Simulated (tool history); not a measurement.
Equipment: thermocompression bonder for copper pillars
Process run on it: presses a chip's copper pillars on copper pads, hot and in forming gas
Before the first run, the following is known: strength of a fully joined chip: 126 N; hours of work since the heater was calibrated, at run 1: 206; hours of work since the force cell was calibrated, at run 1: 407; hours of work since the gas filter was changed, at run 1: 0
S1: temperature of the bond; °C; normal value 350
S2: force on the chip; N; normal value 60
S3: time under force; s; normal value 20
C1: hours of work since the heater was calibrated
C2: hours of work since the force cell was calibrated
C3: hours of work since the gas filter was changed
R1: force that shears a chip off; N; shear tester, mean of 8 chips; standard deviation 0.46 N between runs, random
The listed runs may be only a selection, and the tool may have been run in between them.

Run 1, hour 0: usual settings; C1 206; C2 407; C3 0. Result: R1 54 N.
Run 2, hour 45.3: usual settings; C1 226; C2 427; C3 19. Result: R1 53.9 N.
Run 3, hour 77.6: usual settings; C1 239; C2 440; C3 33. Result: R1 52.6 N.
Run 4, hour 120.8: usual settings but S3 52 s; C1 258; C2 459; C3 51. Result: R1 73.6 N.
Run 5, hour 143.7: usual settings; C1 267; C2 468; C3 61. Result: R1 53.7 N.
Run 6, hour 169.2: usual settings; C1 278; C2 479; C3 72. Result: R1 53.3 N.
Run 7, hour 193.2: usual settings; C1 288; C2 490; C3 82. Result: R1 52.6 N.
Run 8, hour 236.6: usual settings; C1 307; C2 508; C3 101. Result: R1 52.2 N.
Run 9, hour 269.2: usual settings but S3 14 s; C1 321; C2 522; C3 114. Result: R1 45.4 N.
Run 10, hour 295: usual settings but S3 14 s; C1 332; C2 533; C3 125. Result: R1 45.1 N.
Run 11, hour 324.2: usual settings; C1 344; C2 545; C3 138. Result: R1 51.9 N.
Run 12, hour 348.7: usual settings; C1 354; C2 556; C3 148. Result: R1 51.7 N.
Run 13, hour 381.8: usual settings; C1 369; C2 570; C3 162. Result: R1 52.1 N.
Run 14, hour 402.3: usual settings; C1 377; C2 578; C3 171. Result: R1 51.8 N.
Run 15, hour 439.7: usual settings; C1 393; C2 594; C3 187. Result: R1 51.5 N.
Run 16, hour 477.8: usual settings; C1 409; C2 610; C3 203. Result: R1 51 N.
Run 17, hour 521.3: usual settings; C1 428; C2 629; C3 222. Result: R1 50.9 N.
Run 18, hour 564.8: usual settings; C1 446; C2 647; C3 240. Result: R1 50.5 N.
Run 19, hour 589.1: usual settings; C1 457; C2 658; C3 250. Result: R1 51 N.
Run 20, hour 613.2: usual settings; C1 467; C2 668; C3 261. Result: R1 49.5 N.
Run 21, hour 655: usual settings but S3 41 s; C1 485; C2 686; C3 278. Result: R1 63.8 N.
Run 22, hour 683.9: usual settings but S3 41 s; C1 497; C2 698; C3 291. Result: R1 64.4 N.
At hour 699.2: forming gas filter changed.
Run 23, hour 726.1: usual settings but S3 41 s; C1 515; C2 716; C3 11. Result: R1 68.6 N.
Run 24, hour 771.4: usual settings but S2 45 N, S3 33 s; C1 534; C2 735; C3 31. Result: R1 54.9 N.
Run 25, hour 803.2: usual settings but S2 45 N, S3 33 s; C1 547; C2 749; C3 44. Result: R1 54.7 N.
Run 26, hour 838.6: usual settings but S1 361 °C, S2 47 N, S3 21 s; C1 563; C2 764; C3 59. Result: R1 53.1 N.
Run 27, hour 869: usual settings but S1 353 °C; C1 575; C2 776; C3 72. Result: R1 53.7 N.
Run 28, hour 903.8: usual settings but S1 368 °C, S2 61 N, S3 26 s; C1 590; C2 791; C3 87. Result: R1 68.4 N.
Run 29, hour 939.4: usual settings but S1 368 °C, S2 61 N, S3 26 s; C1 605; C2 806; C3 102. Result: R1 67.9 N.
Run 30, hour 973.5: usual settings but S1 379 °C, S2 61 N, S3 13 s; C1 620; C2 821; C3 117. Result: R1 59.7 N.
Run 31, hour 1006: usual settings but S1 379 °C, S2 76 N, S3 57 s; C1 634; C2 835; C3 130. Result: R1 98.3 N.
Run 32, hour 1046.4: usual settings but S2 70 N, S3 19 s; C1 651; C2 852; C3 148. Result: R1 54.4 N.
Run 33, hour 1076: usual settings but S2 87 N, S3 34 s; C1 663; C2 864; C3 160. Result: R1 72.5 N.
Run 34, hour 1112.5: usual settings but S2 71 N, S3 10 s; C1 679; C2 880; C3 176. Result: R1 42.2 N.
Run 35, hour 1137.8: usual settings but S1 351 °C, S2 67 N, S3 18 s; C1 690; C2 891; C3 186. Result: R1 52 N.
Run 36, hour 1168.7: usual settings but S1 352 °C, S2 79 N, S3 33 s; C1 703; C2 904; C3 200. Result: R1 70.1 N.
Run 37, hour 1187.6: usual settings but S1 352 °C, S2 79 N, S3 33 s; C1 711; C2 912; C3 208. Result: R1 69.3 N.
Run 38, hour 1221.8: usual settings but S1 335 °C, S2 73 N, S3 33 s; C1 725; C2 926; C3 222. Result: R1 56 N.
Run 39, hour 1261.4: usual settings but S1 335 °C, S2 73 N, S3 33 s; C1 742; C2 943; C3 239. Result: R1 55.7 N.

What differs in the tool's unlogged condition from the final listed run ahead of each entry between runs to the first listed run following it?
Run 22 -> run 23: forming gas filter changed (hour 699.2)
  true temperature of the bond over the reading, C: -3.3 -> -3.4; force that reaches the chip, % of what is set: 103.9 -> 104; oxide that the forming gas leaves, % of the face: 7.47 -> 0.81
  what was measured, less what the result would be without the hidden state, R1: -5.8 -> -1.3 N
